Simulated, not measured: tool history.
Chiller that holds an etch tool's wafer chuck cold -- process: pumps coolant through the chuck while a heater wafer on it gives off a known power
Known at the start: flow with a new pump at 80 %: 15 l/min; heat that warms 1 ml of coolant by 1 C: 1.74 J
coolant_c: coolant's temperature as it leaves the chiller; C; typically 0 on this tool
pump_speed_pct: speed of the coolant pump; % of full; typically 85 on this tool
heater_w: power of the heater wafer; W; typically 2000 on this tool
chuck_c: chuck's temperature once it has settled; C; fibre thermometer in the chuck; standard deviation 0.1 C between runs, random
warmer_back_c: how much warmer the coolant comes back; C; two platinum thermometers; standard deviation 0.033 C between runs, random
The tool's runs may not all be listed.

| run | day | coolant_c | pump_speed_pct | heater_w | chuck_c | warmer_back_c |
|---|---|---|---|---|---|---|
| 1 | 0.000 | 0 | 85 | 2000 | 11.8 | 4.33 |
| 2 | 1.217 | 0 | 85 | 1144 | 6.9 | 2.46 |
| 3 | 2.579 | 0 | 85 | 1144 | 6.8 | 2.49 |
| 4 | 3.738 | 0 | 66 | 2000 | 14.9 | 5.63 |
| 5 | 5.238 | 0 | 66 | 2560 | 19.0 | 7.29 |
| 6 | 6.888 | 0 | 66 | 2560 | 18.9 | 7.26 |
| 7 | 8.550 | 0 | 66 | 2560 | 19.0 | 7.18 |
| 8 | 10.812 | 0 | 66 | 2560 | 19.0 | 7.25 |
| 9 | 12.188 | 0 | 66 | 2560 | 18.9 | 7.23 |
| 10 | 13.467 | 0 | 66 | 2560 | 18.9 | 7.25 |
| 11 | 15.588 | 4 | 80 | 1798 | 15.0 | 4.14 |
| 12 | 17.188 | 4 | 70 | 2000 | 18.2 | 5.29 |
| 13 | 18.750 | 4 | 70 | 1587 | 15.2 | 4.15 |
| 14 | 20.688 | 0 | 87 | 1414 | 8.1 | 2.93 |
| 15 | 22.692 | -1 | 96 | 1215 | 5.4 | 2.31 |
| 16 | 24.267 | -1 | 96 | 1215 | 5.5 | 2.25 |
| 17 | 25.617 | -1 | 80 | 1318 | 7.2 | 3.01 |
| 18 | 27.571 | -1 | 80 | 1318 | 7.1 | 3.04 |
| 19 | 29.771 | 3 | 80 | 1017 | 9.4 | 2.31 |

Each row is a separate what-if for the run after 19, all from the same tool condition, not one after another. Results?
| A | 32.125 | -1 | 95 | 2000 | ? | ? |
| B | 32.125 | 8 | 71 | 2979 | ? | ? |
| C | 32.125 | 3 | 83 | 1017 | ? | ? |
| D | 32.125 | 8 | 91 | 1073 | ? | ? |
| E | 32.125 | 3 | 81 | 2106 | ? | ? |

| run | chuck_c | warmer_back_c |
|---|---|---|
| A | 10.0 | 3.80 |
| B | 28.7 | 7.84 |
| C | 9.1 | 2.26 |
| D | 14.0 | 2.19 |
| E | 16.1 | 4.73 |
Stripped of hidden state, with their random variation kept, the same runs would have yielded:
| run | chuck_c | warmer_back_c |
|---|---|---|
| A | 9.9 | 3.80 |
| B | 28.7 | 7.84 |
| C | 9.1 | 2.26 |
| D | 13.9 | 2.19 |
| E | 16.1 | 4.72 |
